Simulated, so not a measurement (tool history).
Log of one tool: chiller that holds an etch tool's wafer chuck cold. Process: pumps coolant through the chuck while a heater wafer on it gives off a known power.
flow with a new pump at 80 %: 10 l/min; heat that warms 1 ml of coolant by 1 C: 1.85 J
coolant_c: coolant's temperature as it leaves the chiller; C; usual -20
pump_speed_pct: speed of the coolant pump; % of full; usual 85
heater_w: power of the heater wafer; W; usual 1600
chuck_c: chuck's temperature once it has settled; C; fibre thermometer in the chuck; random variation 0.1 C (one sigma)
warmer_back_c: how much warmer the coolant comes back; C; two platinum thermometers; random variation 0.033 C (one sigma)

run,hour,coolant_c,pump_speed_pct,heater_w,chuck_c,warmer_back_c
1,0,-20,85,1600,-8.2,5.54
2,161.9,-20,85,1600,-8.1,5.6
3,232.8,-20,85,1600,-8,5.65
4,366,-25,85,1600,-13.1,5.68
5,523.5,-25,85,1600,-12.9,5.67
6,661.4,-20,85,1600,-7.8,5.71
7,751.7,-20,85,1600,-7.6,5.67
8,825.6,-20,85,1600,-7.8,5.72
9,924,-20,85,1600,-7.7,5.66
10,1035.1,-20,85,1600,-7.5,5.73
11,1170.7,-20,85,1600,-7.5,5.79
12,1252.3,-20,85,1600,-7.6,5.79
13,1415.7,-20,85,1600,-7.5,5.81
14,1540.5,-20,85,1600,-7.4,5.89
15,1659.1,-20,85,1600,-7.5,5.88
16,1774.2,-20,85,979,-12.2,3.61
# hour 1789.7: coolant pump overhauled
17,1854.8,-17,85,2115,1.8,8.93
# hour 1898.5: coolant changed, channels flushed
18,1942.1,-17,85,2115,-0.8,9.01
19,2008.8,-17,85,2115,-0.5,9.09
20,2093.8,-17,83,2115,-0.2,9.31
# hour 2184.2: coolant pump overhauled, once more
21,2191.2,-17,83,2115,-4,6.65
22,2270.2,-15,85,1522,-5.7,4.76
23,2392.7,-17,62,1598,-4.6,6.79
24,2550.2,-17,62,1598,-4.7,6.83
25,2694.9,-20,88,1600,-10.1,4.81
26,2783.1,-20,88,1600,-10.3,4.83
27,2925.2,-13,95,2239,0.1,6.29
28,3008.7,-20,85,1114,-13.2,3.51
29,3088.4,-22,93,2198,-8.9,6.44
30,3228.8,-22,93,1208,-14.9,3.54
31,3387.3,-13,93,2187,0.1,6.41

3 ways to go on from here, each from the tool as it stands after run 31. What would each give?
A,3493.5,-18,93,1373,?,?
B,3493.5,-25,85,1600,?,?
C,3493.5,-13,73,2187,?,?

run,chuck_c,warmer_back_c
A,-9.8,4.08
B,-14.8,5.19
C,2.6,8.12
Without the tool's hidden state the same runs would have given:
run,chuck_c,warmer_back_c
A,-10.2,3.88
B,-15.2,4.93
C,1.8,7.7
